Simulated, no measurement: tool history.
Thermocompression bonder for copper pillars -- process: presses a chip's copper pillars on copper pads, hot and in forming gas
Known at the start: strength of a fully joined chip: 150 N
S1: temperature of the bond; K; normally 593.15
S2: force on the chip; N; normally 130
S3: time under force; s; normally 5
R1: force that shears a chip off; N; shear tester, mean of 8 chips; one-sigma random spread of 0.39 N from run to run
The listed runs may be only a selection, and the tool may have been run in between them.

run,day,S1,S2,S3,R1
1,0,593.15,130,5,62.6
2,0.508,593.15,144,5,65.4
3,0.9,593.15,144,5,65.3
4,1.433,593.15,144,9,80.5
5,1.75,593.15,144,9,80.7
6,2.167,622.15,130,5,82.1
7,2.571,593.15,130,5,62.2
8,2.996,593.15,130,5,61.7
9,3.45,619.15,130,5,80.4
10,3.838,619.15,130,5,80.2
11,4.412,619.15,130,5,79
12,5.004,622.15,130,5,82.7
13,5.346,622.15,130,5,81.7
14,5.875,622.15,130,5,81.6
15,6.171,622.15,130,5,81.3
16,6.479,593.15,130,5,61.5
17,6.979,600.15,130,5,65.9
18,7.538,593.15,116,5,56.6
19,8.021,608.15,130,5,71.2
20,8.304,608.15,130,5,72.5
21,8.771,608.15,130,5,71.4
22,9.396,597.15,147,5,68
23,9.95,585.15,126,5,54.7
24,10.533,608.15,89,5,57.9
# day 10.658: heater calibrated with a thermocouple chip
25,11.171,608.15,110,5,61.6
26,11.558,583.15,91,4,37.2
# day 11.729: heater calibrated with a thermocouple chip, once more
27,11.996,583.15,91,4,43.3
28,12.488,583.15,91,4,43.8
29,13.125,593.15,130,7,73.9
30,13.646,593.15,130,7,73.6
31,13.954,593.15,130,7,74.8
32,14.529,593.15,130,3,53.8
33,15.1,605.15,99,5,64.4
34,15.408,605.15,99,5,63.9
35,15.862,593.15,192,8,90.8
36,16.3,593.15,192,8,91.3
37,16.638,563.15,130,10,59.9
38,17.104,563.15,117,8,51.7
39,17.538,563.15,117,8,52.1

Consider 4 possible next runs. They are alternatives, not a sequence: every one starts from the tool as it was left by run 39. What does each give?
A,18.058,580.15,89,7,?
B,18.058,616.15,142,5,?
C,18.058,563.15,101,4,?
D,18.058,593.15,105,5,?

run,R1
A,51.5
B,84
C,35.3
D,57.6
Without the tool's unlogged condition, the same runs would have read:
run,R1
A,53.7
B,87.7
C,36.8
D,60

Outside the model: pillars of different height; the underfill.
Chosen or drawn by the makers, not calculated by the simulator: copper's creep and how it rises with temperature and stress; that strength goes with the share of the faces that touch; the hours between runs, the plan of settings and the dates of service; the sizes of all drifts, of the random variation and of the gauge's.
